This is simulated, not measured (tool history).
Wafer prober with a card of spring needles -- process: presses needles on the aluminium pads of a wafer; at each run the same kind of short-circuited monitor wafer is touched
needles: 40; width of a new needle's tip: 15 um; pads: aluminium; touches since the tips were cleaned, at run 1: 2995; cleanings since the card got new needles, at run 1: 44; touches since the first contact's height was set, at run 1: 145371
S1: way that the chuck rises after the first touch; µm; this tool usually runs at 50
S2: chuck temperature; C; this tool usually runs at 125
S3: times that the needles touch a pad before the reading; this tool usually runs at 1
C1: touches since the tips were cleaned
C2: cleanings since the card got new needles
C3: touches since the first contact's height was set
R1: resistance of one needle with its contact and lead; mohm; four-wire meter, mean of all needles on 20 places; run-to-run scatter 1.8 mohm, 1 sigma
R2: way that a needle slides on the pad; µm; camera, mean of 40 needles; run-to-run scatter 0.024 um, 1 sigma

run   hour  S1   S2  S3    C1  C2      C3   R1    R2
  1      0  50  125   1  2995  44  145371  183  7.51
      26.2  -- tips cleaned on abrasive film
  2   35.7  37  125   1  1673  45  151657  191  5.55
  3   58.5  37  125   1  5712  45  155696  194  5.57
      69.5  -- tips cleaned on abrasive film
  4   85.6  37   93   1  2849  46  160472  184  5.56
  5    110  50  125   1  7156  46  164779  184  7.52
     112.3  -- tips cleaned on abrasive film
  6  130.9  50  125   2  3279  47  168448  183  7.49
     156.9  -- tips cleaned on abrasive film
  7  177.8  50   90   2  3695  48  176737  175  7.47
     202.3  -- tips cleaned on abrasive film
  8  208.7  50   90   2  1136  49  182177  175  7.46
     244.3  -- tips cleaned on abrasive film
  9  250.4  50   90   2  1073  50  189518  175   7.4
     287.2  -- tips cleaned on abrasive film
 10  293.3  54  125   1  1072  51  197091  181  8.04
 11  315.2  50   29   1  4939  51  200958  163  7.46
     323.4  -- height of the first contact set anew
     330.1  -- tips cleaned on abrasive film
 12  362.8  50   69   1  5783  52    6944  173   7.4
     371.1  -- tips cleaned on abrasive film
 13  406.7  50   88   1  6299  53   14685  176  7.43
     412.8  -- tips cleaned on abrasive film
 14  438.1  50   90   1  4484  54   20227  175  7.41
     453.8  -- tips cleaned on abrasive film
 15  466.4  50   90   1  2225  55   25203  174  7.37
     496.4  -- tips cleaned on abrasive film
 16  509.9  50   90   1  2379  56   32872  177  7.39
     526.5  -- gauge calibrated
     540.5  -- tips cleaned on abrasive film
 17  551.7  50   90   2  1968  57   40238  173  7.51
     582.1  -- tips cleaned on abrasive film
 18  585.2  50   90   2   548  58   46144  174  7.51
 19  605.8  50   90   2  4199  58   49795  175   7.5
       624  -- tips cleaned on abrasive film
 20  640.8  50   90   2  2967  59   55951  176  7.49
     665.5  -- tips cleaned on abrasive film
 21  682.7  41  125   3  3045  60   63351  188  6.12
 22  704.2  50  101   1  6845  60   67151  177  7.52
     708.1  -- tips cleaned on abrasive film
 23    729  44   28   2  3684  61   71508  164  6.57
     749.6  -- tips cleaned on abrasive film
 24  772.2  44   28   2  3987  62   79129  166  6.55
       792  -- tips cleaned on abrasive film
 25  798.3  33   80   2  1105  63   83726  185  4.93
     833.1  -- tips cleaned on abrasive film
 26  844.1  33   80   2  1942  64   91800  184  4.91
 27  871.7  40   68   1  6821  64   96679  178  5.94
     874.7  -- tips cleaned on abrasive film
 28  894.8  50  125   2  3555  65  100751  183  7.41
     919.6  -- tips cleaned on abrasive film
 29  930.7  50  125   2  1958  66  107081  184  7.37
 30  955.7  50   39   2  6380  66  111503  168  7.41
     963.5  -- tips cleaned on abrasive film
 31  986.6  50   60   2  4084  67  116948  170  7.41

Run 32 comes next. What will it give?
     1005.3  -- tips cleaned on abrasive film
 32  1009.4  50  60   2  724  68  120959   ?   ?

R1: 166 mohm
R2: 7.42 µm
Minus the tool's unlogged condition, the same run would have read R1 166 mohm, R2 7.55 µm.
